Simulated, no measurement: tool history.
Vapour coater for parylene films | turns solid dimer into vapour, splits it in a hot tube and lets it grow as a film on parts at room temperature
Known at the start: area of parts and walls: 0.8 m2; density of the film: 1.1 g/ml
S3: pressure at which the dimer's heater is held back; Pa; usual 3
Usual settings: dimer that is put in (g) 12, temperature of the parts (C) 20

run 1 day=0 | dimer_that_is_put_in_(g)=12 temperature_of_the_parts_(C)=20 S3=3 | thickness_of_the_film_(nm)=6820
run 2 day=0.908 | dimer_that_is_put_in_(g)=5 temperature_of_the_parts_(C)=20 S3=3 | thickness_of_the_film_(nm)=2880
run 3 day=2.354 | dimer_that_is_put_in_(g)=12 temperature_of_the_parts_(C)=20 S3=3 | thickness_of_the_film_(nm)=6770
run 4 day=3.525 | dimer_that_is_put_in_(g)=10 temperature_of_the_parts_(C)=20 S3=3 | thickness_of_the_film_(nm)=5630
run 5 day=4.829 | dimer_that_is_put_in_(g)=10 temperature_of_the_parts_(C)=20 S3=3 | thickness_of_the_film_(nm)=5510
run 6 day=6.383 | dimer_that_is_put_in_(g)=10 temperature_of_the_parts_(C)=20 S3=3 | thickness_of_the_film_(nm)=5530
run 7 day=7.571 | dimer_that_is_put_in_(g)=10 temperature_of_the_parts_(C)=20 S3=3 | thickness_of_the_film_(nm)=5530
run 8 day=8.875 | dimer_that_is_put_in_(g)=10 temperature_of_the_parts_(C)=20 S3=3 | thickness_of_the_film_(nm)=5540
run 9 day=10.242 | dimer_that_is_put_in_(g)=12 temperature_of_the_parts_(C)=20 S3=3 | thickness_of_the_film_(nm)=6640
run 10 day=11.508 | dimer_that_is_put_in_(g)=12 temperature_of_the_parts_(C)=20 S3=3 | thickness_of_the_film_(nm)=6540
-- day=12.129 trap's valve overhauled
run 11 day=12.492 | dimer_that_is_put_in_(g)=12 temperature_of_the_parts_(C)=20 S3=3 | thickness_of_the_film_(nm)=6440
run 12 day=14.192 | dimer_that_is_put_in_(g)=12 temperature_of_the_parts_(C)=16 S3=3 | thickness_of_the_film_(nm)=7440
run 13 day=15.658 | dimer_that_is_put_in_(g)=12 temperature_of_the_parts_(C)=16 S3=3 | thickness_of_the_film_(nm)=7390
-- day=16.988 trap's valve overhauled, once more
run 14 day=17.329 | dimer_that_is_put_in_(g)=12 temperature_of_the_parts_(C)=16 S3=3 | thickness_of_the_film_(nm)=8360
run 15 day=18.417 | dimer_that_is_put_in_(g)=17 temperature_of_the_parts_(C)=27 S3=8.09 | thickness_of_the_film_(nm)=7150
run 16 day=19.2 | dimer_that_is_put_in_(g)=18 temperature_of_the_parts_(C)=23 S3=3 | thickness_of_the_film_(nm)=9400
run 17 day=20.817 | dimer_that_is_put_in_(g)=18 temperature_of_the_parts_(C)=25 S3=3 | thickness_of_the_film_(nm)=8620
run 18 day=22.404 | dimer_that_is_put_in_(g)=18 temperature_of_the_parts_(C)=25 S3=3 | thickness_of_the_film_(nm)=8700
run 19 day=24.012 | dimer_that_is_put_in_(g)=12 temperature_of_the_parts_(C)=25 S3=3 | thickness_of_the_film_(nm)=5790
run 20 day=24.917 | dimer_that_is_put_in_(g)=6 temperature_of_the_parts_(C)=15 S3=4.8 | thickness_of_the_film_(nm)=4090
run 21 day=25.9 | dimer_that_is_put_in_(g)=8 temperature_of_the_parts_(C)=20 S3=3 | thickness_of_the_film_(nm)=4630
run 22 day=27.054 | dimer_that_is_put_in_(g)=6 temperature_of_the_parts_(C)=20 S3=4.78 | thickness_of_the_film_(nm)=3350
run 23 day=28.829 | dimer_that_is_put_in_(g)=21 temperature_of_the_parts_(C)=19 S3=3 | thickness_of_the_film_(nm)=12560
run 24 day=30.212 | dimer_that_is_put_in_(g)=21 temperature_of_the_parts_(C)=19 S3=3 | thickness_of_the_film_(nm)=12550
run 25 day=30.946 | dimer_that_is_put_in_(g)=11 temperature_of_the_parts_(C)=21 S3=11.25 | thickness_of_the_film_(nm)=5480
run 26 day=31.971 | dimer_that_is_put_in_(g)=11 temperature_of_the_parts_(C)=21 S3=11.25 | thickness_of_the_film_(nm)=5460
run 27 day=33.296 | dimer_that_is_put_in_(g)=11 temperature_of_the_parts_(C)=21 S3=11.25 | thickness_of_the_film_(nm)=5410
run 28 day=34.804 | dimer_that_is_put_in_(g)=18 temperature_of_the_parts_(C)=28 S3=2.06 | thickness_of_the_film_(nm)=7620

Forecast each of these 5 alternatives for the next run:
run A day=36.438 | dimer_that_is_put_in_(g)=5 temperature_of_the_parts_(C)=18 S3=5.99 | thickness_of_the_film_(nm)=?
run B day=36.438 | dimer_that_is_put_in_(g)=12 temperature_of_the_parts_(C)=20 S3=3.85 | thickness_of_the_film_(nm)=?
run C day=36.438 | dimer_that_is_put_in_(g)=12 temperature_of_the_parts_(C)=17 S3=3 | thickness_of_the_film_(nm)=?
run D day=36.438 | dimer_that_is_put_in_(g)=5 temperature_of_the_parts_(C)=28 S3=2.29 | thickness_of_the_film_(nm)=?
run E day=36.438 | dimer_that_is_put_in_(g)=16 temperature_of_the_parts_(C)=30 S3=4.71 | thickness_of_the_film_(nm)=?

run=A thickness_of_the_film_(nm)=2920
run=B thickness_of_the_film_(nm)=6650
run=C thickness_of_the_film_(nm)=7590
run=D thickness_of_the_film_(nm)=2090
run=E thickness_of_the_film_(nm)=5860
Without the tool's hidden state the same runs would have given:
run=A thickness_of_the_film_(nm)=3150
run=B thickness_of_the_film_(nm)=7180
run=C thickness_of_the_film_(nm)=8190
run=D thickness_of_the_film_(nm)=2260
run=E thickness_of_the_film_(nm)=6320

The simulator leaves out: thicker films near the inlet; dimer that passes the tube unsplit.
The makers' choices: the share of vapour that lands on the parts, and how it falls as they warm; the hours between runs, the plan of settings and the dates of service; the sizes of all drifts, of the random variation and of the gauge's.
